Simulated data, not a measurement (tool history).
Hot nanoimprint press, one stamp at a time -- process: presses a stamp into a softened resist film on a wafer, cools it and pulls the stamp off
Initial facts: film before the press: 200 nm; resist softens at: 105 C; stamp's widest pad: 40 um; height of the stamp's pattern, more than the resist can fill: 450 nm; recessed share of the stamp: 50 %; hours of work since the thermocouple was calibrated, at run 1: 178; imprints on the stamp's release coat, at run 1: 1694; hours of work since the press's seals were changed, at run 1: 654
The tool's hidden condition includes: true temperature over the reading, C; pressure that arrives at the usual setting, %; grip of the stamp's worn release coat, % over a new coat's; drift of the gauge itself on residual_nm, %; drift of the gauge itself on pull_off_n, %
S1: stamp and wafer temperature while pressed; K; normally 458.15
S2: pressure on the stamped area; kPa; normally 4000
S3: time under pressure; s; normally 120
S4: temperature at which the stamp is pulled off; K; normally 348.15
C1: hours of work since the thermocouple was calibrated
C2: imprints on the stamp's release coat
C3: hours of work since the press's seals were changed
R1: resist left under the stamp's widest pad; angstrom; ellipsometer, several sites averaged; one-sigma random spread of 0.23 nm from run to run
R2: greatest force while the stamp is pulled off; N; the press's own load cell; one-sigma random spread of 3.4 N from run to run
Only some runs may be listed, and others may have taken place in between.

run 1 day=0.000 | S1=458.15 S2=4000 S3=120 S4=348.15 | C1=178 C2=1694 C3=654 | R1=900 R2=235
run 2 day=0.612 | S1=458.15 S2=4000 S3=120 S4=348.15 | C1=187 C2=1767 C3=664 | R1=898 R2=243
run 3 day=1.154 | S1=458.15 S2=4000 S3=120 S4=348.15 | C1=196 C2=1832 C3=673 | R1=899 R2=238
-- day=2.504 stamp cleaned and given a new release coat
run 4 day=2.642 | S1=458.15 S2=4000 S3=120 S4=348.15 | C1=216 C2=16 C3=692 | R1=896 R2=161
run 5 day=3.254 | S1=451.15 S2=4000 S3=120 S4=348.15 | C1=225 C2=89 C3=702 | R1=1168 R2=168
run 6 day=4.100 | S1=467.15 S2=4000 S3=120 S4=348.15 | C1=239 C2=191 C3=716 | R1=629 R2=173
run 7 day=4.917 | S1=467.15 S2=4000 S3=120 S4=348.15 | C1=252 C2=288 C3=729 | R1=630 R2=172
run 8 day=5.738 | S1=450.15 S2=4000 S3=120 S4=348.15 | C1=265 C2=387 C3=742 | R1=1210 R2=176
run 9 day=7.029 | S1=458.15 S2=4000 S3=120 S4=348.15 | C1=285 C2=541 C3=762 | R1=893 R2=187
run 10 day=7.567 | S1=458.15 S2=4000 S3=120 S4=348.15 | C1=294 C2=606 C3=771 | R1=893 R2=184
run 11 day=8.429 | S1=458.15 S2=4000 S3=120 S4=348.15 | C1=308 C2=709 C3=784 | R1=896 R2=191
run 12 day=9.704 | S1=458.15 S2=4000 S3=66 S4=348.15 | C1=328 C2=862 C3=805 | R1=1097 R2=202
-- day=10.375 plate thermocouple calibrated
run 13 day=10.567 | S1=458.15 S2=4000 S3=66 S4=348.15 | C1=3 C2=950 C3=816 | R1=1089 R2=199
run 14 day=11.758 | S1=458.15 S2=4000 S3=66 S4=348.15 | C1=22 C2=1093 C3=835 | R1=1095 R2=206
run 15 day=12.762 | S1=458.15 S2=3590 S3=120 S4=348.15 | C1=38 C2=1213 C3=851 | R1=934 R2=207
run 16 day=13.908 | S1=458.15 S2=3030 S3=120 S4=348.15 | C1=56 C2=1350 C3=870 | R1=1009 R2=211
run 17 day=15.021 | S1=458.15 S2=3030 S3=120 S4=348.15 | C1=74 C2=1483 C3=887 | R1=1005 R2=220
-- day=15.412 plate thermocouple calibrated, once more
run 18 day=16.154 | S1=458.15 S2=4000 S3=205 S4=355.15 | C1=12 C2=1604 C3=903 | R1=740 R2=204
run 19 day=17.058 | S1=458.15 S2=4000 S3=205 S4=355.15 | C1=26 C2=1712 C3=918 | R1=736 R2=210
run 20 day=18.283 | S1=458.15 S2=4000 S3=205 S4=355.15 | C1=46 C2=1859 C3=937 | R1=740 R2=201
-- day=18.717 press's hydraulic seals changed and the load cell set to zero
run 21 day=19.375 | S1=458.15 S2=4000 S3=205 S4=341.15 | C1=58 C2=1950 C3=10 | R1=726 R2=270
-- day=19.692 stamp cleaned and given a new release coat
run 22 day=20.921 | S1=467.15 S2=4000 S3=205 S4=338.15 | C1=78 C2=147 C3=31 | R1=497 R2=197
run 23 day=21.783 | S1=467.15 S2=4000 S3=205 S4=338.15 | C1=92 C2=250 C3=45 | R1=501 R2=201
run 24 day=22.838 | S1=458.15 S2=4000 S3=98 S4=333.15 | C1=109 C2=377 C3=62 | R1=948 R2=225
run 25 day=23.646 | S1=458.15 S2=4000 S3=98 S4=333.15 | C1=122 C2=473 C3=74 | R1=950 R2=230
run 26 day=24.242 | S1=465.15 S2=6340 S3=98 S4=347.15 | C1=131 C2=545 C3=84 | R1=570 R2=189
run 27 day=25.038 | S1=448.15 S2=4000 S3=129 S4=348.15 | C1=144 C2=640 C3=97 | R1=1265 R2=189
run 28 day=26.158 | S1=448.15 S2=4000 S3=129 S4=348.15 | C1=162 C2=774 C3=114 | R1=1259 R2=194
run 29 day=27.258 | S1=449.15 S2=4450 S3=97 S4=338.15 | C1=179 C2=906 C3=132 | R1=1268 R2=238

Predict each of these 4 candidate next runs independently; none follows another, all start after run 29:
run A day=27.975 | S1=453.15 S2=3960 S3=120 S4=344.15 | C1=191 C2=992 C3=143 | R1=? R2=?
run B day=27.975 | S1=458.15 S2=2780 S3=120 S4=348.15 | C1=191 C2=992 C3=143 | R1=? R2=?
run C day=27.975 | S1=453.15 S2=4000 S3=120 S4=348.15 | C1=191 C2=992 C3=143 | R1=? R2=?
run D day=27.975 | S1=466.15 S2=4060 S3=97 S4=338.15 | C1=191 C2=992 C3=143 | R1=? R2=?

run=A R1=1084 R2=214
run=B R1=1046 R2=209
run=C R1=1070 R2=208
run=D R1=694 R2=243
Without the tool's unlogged condition, the same runs would have read:
run=A R1=1098 R2=173
run=B R1=1059 R2=169
run=C R1=1084 R2=169
run=D R1=703 R2=196
